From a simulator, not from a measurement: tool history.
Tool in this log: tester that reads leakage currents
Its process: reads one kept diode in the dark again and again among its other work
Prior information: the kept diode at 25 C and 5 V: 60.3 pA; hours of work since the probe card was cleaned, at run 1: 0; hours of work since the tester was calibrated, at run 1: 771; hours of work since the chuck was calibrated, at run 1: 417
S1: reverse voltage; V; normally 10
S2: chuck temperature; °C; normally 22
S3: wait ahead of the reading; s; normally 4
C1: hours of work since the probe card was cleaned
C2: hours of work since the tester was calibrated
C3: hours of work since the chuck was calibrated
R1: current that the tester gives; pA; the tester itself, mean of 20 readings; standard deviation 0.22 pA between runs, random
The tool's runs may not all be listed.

run   hour    S1  S2    S3  C1   C2   C3      R1
  1      0    10  22     4   0  771  417   71.59
  2   31.1    10  22     4  24  795  442    72.3
  3   56.2    10  21     4  44  815  461   66.91
  4   87.5    10  44     4  68  840  486  388.85
  5  109.9    10  44     4  86  857  503  390.42
     114.5  -- probe card cleaned and baked
  6  143.3    10  44     4  23  881  527  390.09
  7  162.8   7.9  22     2  38  896  542   65.84
     183.4  -- probe card cleaned and baked, once more
  8  190.7   7.9  22     2   6  915  561   62.16
  9  222.4  13.4  29  0.45  30  940  586  158.54
 10  254.4   1.9  22  0.78  55  965  611   26.94

5 ways to go on from here, each from the tool as it stands after run 10. What would each give?
  A  273.9   6.6  32  0.56  71  980  626   ?
  B  273.9   1.9  24  0.78  71  980  626   ?
  C  273.9   8.2  22  0.78  71  980  626   ?
  D  273.9    10  27     4  71  980  626   ?
  E  273.9  11.5  27  2.63  71  980  626   ?

run      R1
  A  126.36
  B    31.8
  C   67.33
  D  107.38
  E   117.4
With no hidden state in the tool, these same runs would have given:
run      R1
  A  128.13
  B   32.26
  C   67.58
  D  108.35
  E  118.36
